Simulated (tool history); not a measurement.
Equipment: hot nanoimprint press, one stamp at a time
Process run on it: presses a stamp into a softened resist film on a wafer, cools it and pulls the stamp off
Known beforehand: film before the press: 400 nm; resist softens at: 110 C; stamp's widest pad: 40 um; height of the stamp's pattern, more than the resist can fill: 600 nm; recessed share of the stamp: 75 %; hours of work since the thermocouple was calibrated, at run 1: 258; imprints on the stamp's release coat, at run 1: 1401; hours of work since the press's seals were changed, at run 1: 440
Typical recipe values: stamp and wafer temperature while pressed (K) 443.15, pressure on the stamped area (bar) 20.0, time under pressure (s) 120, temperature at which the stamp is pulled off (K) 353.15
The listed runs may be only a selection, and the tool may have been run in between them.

run   hour  stamp and wafer temperature while pressed (K)  pressure on the stamped area (bar)  time under pressure (s)  temperature at which the stamp is pulled off (K)  hours of work since the thermocouple was calibrated  imprints on the stamp's release coat  hours of work since the press's seals were changed  resist left under the stamp's widest pad (nm)  greatest force while the stamp is pulled off (N)
  1    0.0                                         443.15                                20.0                      120                                            353.15                                                  258                                  1401                                                 440                                          153.7                                               189
  2   44.6                                         443.15                                20.0                      120                                            353.15                                                  290                                  1575                                                 472                                          153.2                                               182
  3   86.7                                         443.15                                20.0                      120                                            353.15                                                  320                                  1740                                                 502                                          151.9                                               195
     103.4  -- stamp cleaned and given a new release coat
  4  136.0                                         443.15                                20.0                      120                                            353.15                                                  351                                   127                                                 534                                          150.4                                               187
  5  179.5                                         443.15                                20.0                      120                                            353.15                                                  383                                   298                                                 565                                          150.7                                               185
  6  240.0                                         443.15                                20.0                      120                                            353.15                                                  426                                   534                                                 608                                          150.6                                               185
  7  278.3                                         443.15                                20.0                      120                                            353.15                                                  454                                   684                                                 636                                          151.3                                               180
  8  342.2                                         443.15                                20.0                      120                                            353.15                                                  500                                   934                                                 682                                          149.8                                               187
  9  391.6                                         443.15                                20.0                      120                                            353.15                                                  535                                  1128                                                 718                                          149.6                                               191
     403.4  -- plate thermocouple calibrated
 10  457.8                                         443.15                                27.5                      120                                            350.15                                                   39                                  1375                                                 763                                          127.2                                               197
 11  498.8                                         447.15                                26.2                      119                                            347.15                                                   69                                  1535                                                 793                                          110.4                                               216
 12  559.0                                         447.15                                14.9                      106                                            347.15                                                  112                                  1770                                                 836                                          154.2                                               205
     569.2  -- stamp cleaned and given a new release coat
 13  608.9                                         447.15                                14.9                      106                                            347.15                                                  144                                   155                                                 868                                          153.7                                               216
     634.7  -- gauge calibrated
     669.8  -- press's hydraulic seals changed and the load cell set to zero
 14  671.6                                         443.15                                15.3                       70                                            340.15                                                  183                                   370                                                   1                                          208.5                                               248
 15  721.2                                         443.15                                15.3                       70                                            340.15                                                  219                                   564                                                  37                                          211.3                                               246

Run 16, settings as shown, results not yet in. Your forecast:
 16  762.6                                         443.15                                15.3                       70                                            340.15                                                  249                                   725                                                  67                                              ?                                                 ?

Run 16 measured resist left under the stamp's widest pad (nm) 210.7, greatest force while the stamp is pulled off (N) 240.
If the tool had no hidden condition, the same run with the same run-to-run variation would have returned resist left under the stamp's widest pad (nm) 212.0, greatest force while the stamp is pulled off (N) 239.
